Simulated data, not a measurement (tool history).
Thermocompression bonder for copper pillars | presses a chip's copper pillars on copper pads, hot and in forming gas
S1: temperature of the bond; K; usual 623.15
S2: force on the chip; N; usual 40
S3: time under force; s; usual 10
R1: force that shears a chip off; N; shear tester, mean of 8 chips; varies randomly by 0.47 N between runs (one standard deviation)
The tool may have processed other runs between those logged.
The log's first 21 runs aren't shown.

{"run": 22, "day": 57.142, "S1": 631.15, "S2": 40, "S3": 10, "R1": 81}
{"day": 58.946, "done": "forming gas filter changed"}
{"run": 23, "day": 60.512, "S1": 631.15, "S2": 40, "S3": 10, "R1": 81.3}
{"run": 24, "day": 63.112, "S1": 631.15, "S2": 40, "S3": 10, "R1": 79.9}
{"day": 63.492, "done": "force cell calibrated"}
{"run": 25, "day": 66.533, "S1": 616.15, "S2": 25, "S3": 19, "R1": 69.6}
{"run": 26, "day": 69.55, "S1": 626.15, "S2": 26, "S3": 29, "R1": 89.7}
{"day": 71.992, "done": "forming gas filter changed"}
{"run": 27, "day": 73.075, "S1": 600.15, "S2": 40, "S3": 7, "R1": 52.4}
{"run": 28, "day": 75.329, "S1": 616.15, "S2": 59, "S3": 15, "R1": 97.7}
{"run": 29, "day": 78.812, "S1": 593.15, "S2": 49, "S3": 15, "R1": 71.8}
{"run": 30, "day": 81.462, "S1": 596.15, "S2": 44, "S3": 6, "R1": 48.9}
{"run": 31, "day": 83.817, "S1": 627.15, "S2": 30, "S3": 8, "R1": 61.4}
{"day": 84.908, "done": "forming gas filter changed"}
{"run": 32, "day": 86.192, "S1": 627.15, "S2": 31, "S3": 27, "R1": 95.9}
{"run": 33, "day": 88.167, "S1": 627.15, "S2": 31, "S3": 27, "R1": 95.2}
{"day": 90.454, "done": "heater calibrated with a thermocouple chip"}
{"run": 34, "day": 90.733, "S1": 627.15, "S2": 31, "S3": 27, "R1": 97.5}
{"run": 35, "day": 93.412, "S1": 632.15, "S2": 41, "S3": 29, "R1": 114.9}
{"run": 36, "day": 95.242, "S1": 632.15, "S2": 39, "S3": 29, "R1": 111.5}
{"day": 97.796, "done": "forming gas filter changed"}
{"run": 37, "day": 98.033, "S1": 623.15, "S2": 54, "S3": 10, "R1": 90.7}
{"run": 38, "day": 99.725, "S1": 623.15, "S2": 54, "S3": 10, "R1": 90.1}

Consider 5 possible next runs. They are alternatives, not a sequence: every one starts from the tool as it was left by run 38. What does each give?
{"run": "A", "day": 101.342, "S1": 623.15, "S2": 40, "S3": 10, "R1": "?"}
{"run": "B", "day": 101.342, "S1": 593.15, "S2": 26, "S3": 10, "R1": "?"}
{"run": "C", "day": 101.342, "S1": 648.15, "S2": 54, "S3": 14, "R1": "?"}
{"run": "D", "day": 101.342, "S1": 640.15, "S2": 38, "S3": 6, "R1": "?"}
{"run": "E", "day": 101.342, "S1": 623.15, "S2": 26, "S3": 10, "R1": "?"}

run=A R1=78
run=B R1=43.8
run=C R1=116.9
run=D R1=74.8
run=E R1=61.3
Without the tool's hidden state the same runs would have given:
run=A R1=79.7
run=B R1=45
run=C R1=118.8
run=D R1=76.5
run=E R1=62.7
